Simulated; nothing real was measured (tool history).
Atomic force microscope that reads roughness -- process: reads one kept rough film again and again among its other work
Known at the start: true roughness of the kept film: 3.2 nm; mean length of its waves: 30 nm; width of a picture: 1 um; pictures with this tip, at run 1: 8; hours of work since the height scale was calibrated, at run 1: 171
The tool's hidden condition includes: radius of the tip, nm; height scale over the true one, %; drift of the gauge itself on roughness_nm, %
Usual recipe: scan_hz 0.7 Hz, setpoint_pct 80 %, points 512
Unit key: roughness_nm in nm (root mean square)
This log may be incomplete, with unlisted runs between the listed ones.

run,hour,scan_hz,setpoint_pct,points,pictures with this tip,hours of work since the height scale was calibrated,roughness_nm
1,0,0.7,80,512,8,171,2.49
2,8.7,2.45,80,512,19,177,2.041
3,14.2,2.45,80,512,26,181,1.987
4,20.5,0.7,72,512,34,185,2.364
5,27.6,0.7,72,512,43,190,2.292
6,33.7,0.7,80,338,50,194,2.17
7,38.4,0.7,80,274,56,198,2.151
8,44.3,0.7,80,274,64,202,2.087
9,51.7,0.7,80,274,73,207,2.052
10,61.6,0.7,80,274,85,214,1.972
11,70.8,0.7,80,274,97,220,1.935
12,76.4,0.7,80,274,103,224,1.897
13,83,0.7,80,274,112,229,1.855
14,91.9,0.7,80,274,123,235,1.817
15,102.1,0.7,80,274,135,242,1.757
# hour 103.6: new tip fitted
16,108.6,0.7,80,274,6,246,2.486
17,116.4,1.247,80,274,16,251,2.3
18,123.3,1.247,80,274,24,256,2.224
19,129.3,1.247,80,274,32,260,2.186
20,136.7,1.247,80,274,41,265,2.116
21,146.5,0.7,80,343,53,272,2.159
22,151.9,0.7,80,512,60,276,2.156
23,157.5,0.7,80,512,67,280,2.084
24,162.9,0.7,80,512,73,284,2.072
25,168,0.7,80,512,80,287,2.03
26,175.4,0.7,66,512,89,292,2.054
27,180.3,0.7,87,512,95,296,1.887
28,190.1,1.109,55,621,107,303,1.991
29,197.3,2.755,70,286,116,307,1.681
30,207.1,2.755,70,764,128,314,1.634
# hour 213.8: new tip fitted
31,215.5,0.763,87,340,2,320,2.453
32,225.7,0.763,65,340,15,327,2.552
33,233.2,1.88,80,303,24,332,2.115
34,239.3,1.88,80,303,32,336,2.077
35,246.6,3.618,56,359,41,341,2.251
36,252.3,2.453,80,308,48,345,1.89
37,260.2,1.475,76,728,58,351,2.063
38,267.3,0.521,76,916,67,356,2.197
39,271.7,2.705,80,512,72,359,1.737

Estimate the outcome of run 40 from the log above:
40,281.8,2.91,80,666,85,366,?

Logged for run 40: roughness_nm 1.657 nm (root mean square).
With the hidden condition absent and the run-to-run variation left alone, this run would have shown roughness_nm 2.111 nm (root mean square).
